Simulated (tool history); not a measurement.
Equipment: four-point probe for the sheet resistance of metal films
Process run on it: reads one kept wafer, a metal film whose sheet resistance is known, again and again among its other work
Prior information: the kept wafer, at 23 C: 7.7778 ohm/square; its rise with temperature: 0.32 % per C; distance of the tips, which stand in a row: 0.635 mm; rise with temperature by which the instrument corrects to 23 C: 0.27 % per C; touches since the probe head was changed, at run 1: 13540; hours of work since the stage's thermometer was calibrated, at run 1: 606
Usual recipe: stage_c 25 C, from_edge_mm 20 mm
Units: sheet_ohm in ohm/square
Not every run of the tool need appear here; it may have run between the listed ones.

| run | hour | stage_c | from_edge_mm | touches since the probe head was changed | hours of work since the stage's thermometer was calibrated | sheet_ohm |
|---|---|---|---|---|---|---|
| 1 | 0 | 25 | 20 | 13540 | 606 | 7.780981 |
| 2 | 10.9 | 25 | 20 | 13707 | 614 | 7.782631 |
| 3 | 34.9 | 25 | 20 | 14075 | 632 | 7.78351 |
| 4 | 46.6 | 25 | 20 | 14253 | 641 | 7.782286 |
| 5 | 64.1 | 21 | 20 | 14521 | 654 | 7.767897 |
| 6 | 84.4 | 25 | 20 | 14831 | 670 | 7.781064 |
| 7 | 94.7 | 25 | 20 | 14989 | 678 | 7.781513 |
| 8 | 109.9 | 25 | 18 | 15223 | 689 | 7.78256 |
| 9 | 126.6 | 25 | 20 | 15479 | 702 | 7.781956 |
| 10 | 145 | 25 | 20 | 15759 | 716 | 7.779564 |
| 11 | 166.8 | 25 | 20 | 16093 | 732 | 7.78034 |
| 12 | 187.6 | 25 | 20 | 16412 | 748 | 7.781837 |
| 13 | 205 | 25 | 20 | 16679 | 761 | 7.783425 |
| 14 | 226.1 | 25 | 20 | 17001 | 777 | 7.782772 |
| 15 | 246.8 | 19 | 20 | 17317 | 793 | 7.760809 |
| 16 | 262.3 | 19 | 20 | 17555 | 805 | 7.763094 |
| 17 | 275.1 | 19 | 20 | 17751 | 815 | 7.762851 |
| 18 | 286.2 | 19 | 20 | 17921 | 823 | 7.761815 |
| 19 | 301.5 | 19 | 20 | 18156 | 835 | 7.76278 |
| 20 | 322.3 | 20 | 20 | 18474 | 850 | 7.766517 |
| 21 | 334 | 19 | 20 | 18654 | 859 | 7.762645 |
| 22 | 358.4 | 25 | 20 | 19026 | 878 | 7.781032 |
| 23 | 377.5 | 25 | 20 | 19319 | 892 | 7.781394 |
| 24 | 402.5 | 28 | 9 | 19702 | 911 | 7.807706 |
| 25 | 425.3 | 31 | 4 | 20050 | 929 | 7.898442 |
| 26 | 439.7 | 20 | 42 | 20272 | 940 | 7.762439 |
| 27 | 456.1 | 22 | 6 | 20523 | 952 | 7.815497 |
| 28 | 477.4 | 30 | 12 | 20848 | 968 | 7.806675 |
| 29 | 495.8 | 25 | 9 | 21130 | 982 | 7.796404 |
|  | 497.4 | stage's thermometer calibrated |
| 30 | 514.6 | 27 | 20 | 21409 | 13 | 7.788656 |
| 31 | 532.1 | 27 | 20 | 21677 | 26 | 7.789767 |
| 32 | 544.6 | 31 | 31 | 21870 | 36 | 7.797012 |
|  | 550.7 | stage's thermometer calibrated, once more |
| 33 | 564.9 | 31 | 31 | 22173 | 11 | 7.792482 |
| 34 | 587.9 | 20 | 13 | 22525 | 28 | 7.76447 |
| 35 | 598.6 | 26 | 10 | 22689 | 36 | 7.787629 |
| 36 | 613.3 | 29 | 6 | 22913 | 47 | 7.826993 |
| 37 | 637 | 30 | 20 | 23276 | 66 | 7.79361 |
| 38 | 654.6 | 23 | 41 | 23546 | 79 | 7.761399 |
| 39 | 677.1 | 20 | 20 | 23890 | 96 | 7.757883 |
| 40 | 688.8 | 20 | 20 | 24069 | 105 | 7.758683 |
| 41 | 710.2 | 18 | 30 | 24398 | 121 | 7.748771 |
| 42 | 728.7 | 23 | 3 | 24679 | 135 | 7.947183 |
| 43 | 753.9 | 26 | 17 | 25065 | 154 | 7.778889 |
| 44 | 764.9 | 18 | 20 | 25235 | 163 | 7.750025 |
| 45 | 788.8 | 31 | 20 | 25600 | 181 | 7.79327 |

Some steps in sheet_ohm between neighbouring runs. How much of each would the tool show without its hidden state too (settings, what came in, random variation), and how much is left for the hidden state, with any gauge scatter that isn't in both results?
Hidden state at play: inner tips' distance over the nominal, %; tips' flats over new ones', %; wafer's true temperature over the reading, C; drift of the gauge itself on sheet_ohm, %.
Run 25 -> 26: stage_c 31 -> 20, from_edge_mm 4 -> 42. sheet_ohm -0.136003 ohm/square: hidden state +0.000271, all else -0.136274.
Run 29 -> 30: stage_c 25 -> 27, from_edge_mm 9 -> 20, stage's thermometer calibrated. sheet_ohm -0.007748 ohm/square: hidden state +0.001703, all else -0.009451.
Run 32 -> 33: stage's thermometer calibrated, once more. sheet_ohm -0.00453 ohm/square: hidden state -0.007027, all else +0.002497.
Run 41 -> 42: stage_c 18 -> 23, from_edge_mm 30 -> 3. sheet_ohm +0.198412 ohm/square: hidden state -0.000415, all else +0.198827.
Run 42 -> 43: stage_c 23 -> 26, from_edge_mm 3 -> 17. sheet_ohm -0.168294 ohm/square: hidden state +0.000176, all else -0.16847.

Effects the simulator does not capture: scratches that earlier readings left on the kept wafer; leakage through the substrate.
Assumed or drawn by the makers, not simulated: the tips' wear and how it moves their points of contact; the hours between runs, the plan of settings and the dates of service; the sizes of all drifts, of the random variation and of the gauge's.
